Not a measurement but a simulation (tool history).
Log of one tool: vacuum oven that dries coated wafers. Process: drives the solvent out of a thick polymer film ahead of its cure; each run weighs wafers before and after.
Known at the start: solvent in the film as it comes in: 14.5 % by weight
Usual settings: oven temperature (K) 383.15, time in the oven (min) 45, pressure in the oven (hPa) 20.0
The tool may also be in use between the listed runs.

| run | hour | oven temperature (K) | time in the oven (min) | pressure in the oven (hPa) | solvent left in the film (%) |
|---|---|---|---|---|---|
| 1 | 0.0 | 383.15 | 45 | 20.0 | 3.44 |
| 2 | 12.2 | 383.15 | 45 | 20.0 | 3.41 |
| 3 | 31.6 | 383.15 | 45 | 20.0 | 3.40 |
| 4 | 49.7 | 383.15 | 45 | 20.0 | 3.42 |
| 5 | 66.8 | 383.15 | 45 | 20.0 | 3.44 |
| 6 | 76.0 | 383.15 | 45 | 20.0 | 3.43 |
| 7 | 85.4 | 383.15 | 61 | 20.0 | 2.46 |
| 8 | 99.6 | 383.15 | 45 | 20.0 | 3.45 |
| 9 | 107.7 | 383.15 | 45 | 20.0 | 3.45 |
| 10 | 123.4 | 383.15 | 45 | 20.0 | 3.44 |
| 11 | 134.8 | 398.15 | 66 | 67.6 | 2.14 |
| 12 | 144.0 | 384.15 | 40 | 45.6 | 4.64 |
| 13 | 155.2 | 383.15 | 45 | 29.0 | 3.84 |
| 14 | 165.5 | 371.15 | 66 | 20.0 | 5.09 |
| 15 | 173.7 | 371.15 | 66 | 20.0 | 5.12 |

4 ways to go on from here, each from the tool as it stands after run 15. What would each give?
| A | 188.1 | 371.15 | 24 | 31.8 | ? |
| B | 188.1 | 372.15 | 59 | 13.1 | ? |
| C | 188.1 | 379.15 | 34 | 13.0 | ? |
| D | 188.1 | 377.15 | 27 | 24.6 | ? |

| run | solvent left in the film (%) |
|---|---|
| A | 9.11 |
| B | 4.96 |
| C | 5.31 |
| D | 7.11 |
Without the tool's hidden state the same runs would have given:
| run | solvent left in the film (%) |
|---|---|
| A | 9.00 |
| B | 4.81 |
| C | 5.17 |
| D | 6.98 |
